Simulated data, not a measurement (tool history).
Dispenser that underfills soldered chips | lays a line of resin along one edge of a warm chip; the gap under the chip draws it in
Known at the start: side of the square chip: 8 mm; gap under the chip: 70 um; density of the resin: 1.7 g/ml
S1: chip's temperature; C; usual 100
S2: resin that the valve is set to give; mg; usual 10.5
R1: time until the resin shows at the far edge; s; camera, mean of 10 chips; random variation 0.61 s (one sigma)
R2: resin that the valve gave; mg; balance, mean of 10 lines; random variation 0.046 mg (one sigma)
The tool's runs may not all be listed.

Run 1, hour 0.0: usual settings. Result: R1 63.2 s, R2 10.39 mg.
Run 2, hour 4.4: usual settings but S1 111 C. Result: R1 49.3 s, R2 10.37 mg.
Run 3, hour 7.5: usual settings but S2 11.8 mg. Result: R1 80.3 s, R2 11.69 mg.
At hour 8.6: new syringe of resin.
Run 4, hour 12.1: usual settings but S2 11.8 mg. Result: R1 58.7 s, R2 11.64 mg.
Run 5, hour 15.6: usual settings but S2 12.4 mg. Result: R1 65.6 s, R2 12.16 mg.
Run 6, hour 20.3: usual settings. Result: R1 79.5 s, R2 10.42 mg.
At hour 21.2: new syringe of resin.
Run 7, hour 25.1: usual settings but S2 12.2 mg. Result: R1 59.8 s, R2 11.97 mg.
Run 8, hour 30.2: usual settings but S2 9.2 mg. Result: R1 78.0 s, R2 9.06 mg.
Run 9, hour 32.5: usual settings but S2 9.2 mg. Result: R1 84.8 s, R2 9.00 mg.
At hour 33.9: new syringe of resin.
Run 10, hour 36.4: usual settings but S2 9.2 mg. Result: R1 60.9 s, R2 9.00 mg.
Run 11, hour 39.2: usual settings but S2 9.2 mg. Result: R1 67.7 s, R2 9.01 mg.
Run 12, hour 43.3: usual settings but S2 12.8 mg. Result: R1 73.6 s, R2 12.63 mg.
At hour 46.5: new syringe of resin.
Run 13, hour 46.5: usual settings but S2 13.0 mg. Result: R1 51.4 s, R2 12.72 mg.
Run 14, hour 50.9: usual settings but S1 87 C, S2 11.2 mg. Result: R1 100.5 s, R2 10.89 mg.
Run 15, hour 53.1: usual settings but S1 87 C, S2 11.2 mg. Result: R1 108.7 s, R2 10.89 mg.
Run 16, hour 56.6: usual settings but S1 87 C, S2 11.2 mg. Result: R1 125.7 s, R2 10.95 mg.
Run 17, hour 58.7: usual settings but S1 108 C, S2 11.0 mg. Result: R1 60.8 s, R2 10.66 mg.
At hour 59.5: new syringe of resin.
Run 18, hour 63.1: usual settings but S1 90 C, S2 13.7 mg. Result: R1 84.0 s, R2 13.34 mg.
Run 19, hour 66.5: usual settings but S1 110 C, S2 10.8 mg. Result: R1 46.4 s, R2 10.44 mg.
Run 20, hour 68.6: usual settings but S1 104 C, S2 9.7 mg. Result: R1 64.0 s, R2 9.48 mg.
Run 21, hour 71.3: usual settings but S1 104 C, S2 9.7 mg. Result: R1 71.3 s, R2 9.43 mg.
At hour 72.1: new syringe of resin.
Run 22, hour 76.5: usual settings but S1 90 C, S2 11.3 mg. Result: R1 89.0 s, R2 10.96 mg.
Run 23, hour 80.8: usual settings but S1 91 C, S2 12.4 mg. Result: R1 100.8 s, R2 12.00 mg.
Run 24, hour 82.9: usual settings but S1 111 C, S2 10.2 mg. Result: R1 52.8 s, R2 9.84 mg.
At hour 84.9: new syringe of resin.
Run 25, hour 86.2: usual settings but S1 111 C, S2 10.2 mg. Result: R1 37.1 s, R2 9.72 mg.

Forecast each of these 4 alternatives for the next run:
Run A, hour 88.6: usual settings but S2 12.6 mg. Result: R1 ?, R2 ?.
Run B, hour 88.6: usual settings but S1 103 C, S2 10.6 mg. Result: R1 ?, R2 ?.
Run C, hour 88.6: usual settings but S1 111 C, S2 11.9 mg. Result: R1 ?, R2 ?.
Run D, hour 88.6: usual settings but S1 98 C, S2 12.6 mg. Result: R1 ?, R2 ?.

run    R1     R2
  A  58.3  12.21
  B  53.9  10.31
  C  38.3  11.50
  D  63.4  12.16
Without the tool's hidden state the same runs would have given:
run    R1     R2
  A  52.7  12.65
  B  48.4  10.68
  C  34.5  11.91
  D  57.3  12.60
